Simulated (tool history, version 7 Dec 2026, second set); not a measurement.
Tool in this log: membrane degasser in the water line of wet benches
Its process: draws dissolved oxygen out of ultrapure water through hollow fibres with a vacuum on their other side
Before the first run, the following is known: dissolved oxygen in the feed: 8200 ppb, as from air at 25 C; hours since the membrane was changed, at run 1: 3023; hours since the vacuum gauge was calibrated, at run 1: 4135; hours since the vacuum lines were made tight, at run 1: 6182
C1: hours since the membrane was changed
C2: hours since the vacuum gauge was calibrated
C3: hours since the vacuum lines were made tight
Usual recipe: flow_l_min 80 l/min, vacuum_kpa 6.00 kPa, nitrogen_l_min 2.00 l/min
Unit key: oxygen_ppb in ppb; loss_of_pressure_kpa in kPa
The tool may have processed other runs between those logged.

Run 1, hour 0.0: usual settings; C1 3023; C2 4135; C3 6182. Result: oxygen_ppb 375.7 ppb, loss_of_pressure_kpa 40.98 kPa.
Run 2, hour 129.7: usual settings but vacuum_kpa 9.76 kPa; C1 3153; C2 4264; C3 6312. Result: oxygen_ppb 634.0 ppb, loss_of_pressure_kpa 40.78 kPa.
Run 3, hour 216.2: usual settings but vacuum_kpa 9.76 kPa; C1 3239; C2 4351; C3 6398. Result: oxygen_ppb 646.2 ppb, loss_of_pressure_kpa 40.80 kPa.
Run 4, hour 348.9: usual settings but vacuum_kpa 9.76 kPa; C1 3372; C2 4484; C3 6531. Result: oxygen_ppb 636.2 ppb, loss_of_pressure_kpa 40.98 kPa.
At hour 384.8: vacuum gauge calibrated.
Run 5, hour 493.1: usual settings but vacuum_kpa 9.76 kPa; C1 3516; C2 108; C3 6675. Result: oxygen_ppb 650.6 ppb, loss_of_pressure_kpa 41.15 kPa.
Run 6, hour 640.2: usual settings but vacuum_kpa 9.76 kPa; C1 3663; C2 255; C3 6822. Result: oxygen_ppb 645.2 ppb, loss_of_pressure_kpa 40.83 kPa.
At hour 711.8: vacuum gauge calibrated, once more.
Run 7, hour 792.6: usual settings but nitrogen_l_min 5.01 l/min; C1 3815; C2 81; C3 6974. Result: oxygen_ppb 248.5 ppb, loss_of_pressure_kpa 41.30 kPa.
Run 8, hour 948.2: usual settings but nitrogen_l_min 2.81 l/min; C1 3970; C2 236; C3 7129. Result: oxygen_ppb 308.7 ppb, loss_of_pressure_kpa 41.17 kPa.
At hour 1013.8: seals of the vacuum lines changed.
Run 9, hour 1031.5: usual settings but flow_l_min 108 l/min; C1 4052; C2 318; C3 18. Result: oxygen_ppb 547.9 ppb, loss_of_pressure_kpa 55.63 kPa.
Run 10, hour 1140.2: usual settings but nitrogen_l_min 1.59 l/min; C1 4160; C2 426; C3 126. Result: oxygen_ppb 410.3 ppb, loss_of_pressure_kpa 41.10 kPa.
Run 11, hour 1260.0: usual settings but nitrogen_l_min 1.39 l/min; C1 4280; C2 546; C3 246. Result: oxygen_ppb 430.2 ppb, loss_of_pressure_kpa 41.14 kPa.
Run 12, hour 1340.4: usual settings but nitrogen_l_min 1.39 l/min; C1 4361; C2 627; C3 327. Result: oxygen_ppb 433.8 ppb, loss_of_pressure_kpa 41.17 kPa.
Run 13, hour 1448.6: usual settings but nitrogen_l_min 1.39 l/min; C1 4469; C2 735; C3 435. Result: oxygen_ppb 431.1 ppb, loss_of_pressure_kpa 41.51 kPa.
Run 14, hour 1537.5: usual settings but nitrogen_l_min 1.16 l/min; C1 4558; C2 824; C3 524. Result: oxygen_ppb 471.3 ppb, loss_of_pressure_kpa 41.42 kPa.
Run 15, hour 1673.2: usual settings but nitrogen_l_min 1.16 l/min; C1 4693; C2 959; C3 659. Result: oxygen_ppb 472.6 ppb, loss_of_pressure_kpa 41.19 kPa.

For run 16, what comes out?
Run 16, hour 1747.8: usual settings but nitrogen_l_min 1.16 l/min; C1 4768; C2 1034; C3 734. Result: oxygen_ppb ?, loss_of_pressure_kpa ?.

{"run 16": {"oxygen_ppb": 482.8, "loss_of_pressure_kpa": 41.51}}
The same run, on a tool lacking any hidden state, would have yielded oxygen_ppb 457.1 ppb, loss_of_pressure_kpa 40.25 kPa.
